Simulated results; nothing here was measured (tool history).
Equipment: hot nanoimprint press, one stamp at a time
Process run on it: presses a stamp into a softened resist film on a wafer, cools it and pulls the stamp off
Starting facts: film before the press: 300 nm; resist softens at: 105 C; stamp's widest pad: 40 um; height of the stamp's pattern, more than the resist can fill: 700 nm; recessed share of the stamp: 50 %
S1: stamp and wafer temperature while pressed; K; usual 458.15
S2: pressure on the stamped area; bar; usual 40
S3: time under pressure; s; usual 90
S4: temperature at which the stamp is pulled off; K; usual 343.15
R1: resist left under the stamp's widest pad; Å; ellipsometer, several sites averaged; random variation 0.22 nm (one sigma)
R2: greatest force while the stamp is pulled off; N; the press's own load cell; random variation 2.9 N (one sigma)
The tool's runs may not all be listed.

run	hour	S1	S2	S3	S4	R1	R2
1	0	458.15	40	90	343.15	1420	136
# hour 15.6: stamp cleaned and given a new release coat
2	16.8	458.15	40	90	343.15	1420	137
# hour 28.7: press's hydraulic seals changed and the load cell set to zero
3	38.9	458.15	40	52	343.15	1703	134
4	60.9	458.15	40	52	343.15	1695	133
5	80.5	458.15	40	52	343.15	1701	129
6	100.4	458.15	40	52	343.15	1700	134
7	115.8	458.15	40	88	343.15	1428	137
8	135.6	458.15	40	88	343.15	1425	137
9	154.5	458.15	40	90	336.15	1415	148
10	178	458.15	40	90	336.15	1416	147
11	194.8	458.15	40	90	336.15	1418	142
12	218	458.15	40	90	336.15	1416	147
13	239.3	458.15	30	54	343.15	1886	132
14	252.5	458.15	30	54	343.15	1879	133
# hour 263.3: stamp cleaned and given a new release coat
15	271	458.15	30	69	331.15	1757	149
16	290.7	458.15	40	90	341.15	1416	136
17	315.5	457.15	47.8	49	337.15	1642	144
18	331.8	457.15	47.8	49	337.15	1636	144
19	350.8	457.15	47.8	49	337.15	1641	142

Pick out some run-to-run changes in R1. Of each, how much would a tool without hidden state show as well, from the settings, what came in and chance, and how much is left for the hidden state and any gauge scatter not in both results compared?
What the log doesn't record here: true temperature over the reading, C; pressure that arrives at the usual setting, %; grip of the stamp's worn release coat, % over a new coat's; drift of the gauge itself on residual_nm, %; drift of the gauge itself on pull_off_n, %.
Run 12 -> 13: S2 40 -> 30, S3 90 -> 54, S4 336.15 -> 343.15. R1 +470 Å: hidden state -3, all else +473.

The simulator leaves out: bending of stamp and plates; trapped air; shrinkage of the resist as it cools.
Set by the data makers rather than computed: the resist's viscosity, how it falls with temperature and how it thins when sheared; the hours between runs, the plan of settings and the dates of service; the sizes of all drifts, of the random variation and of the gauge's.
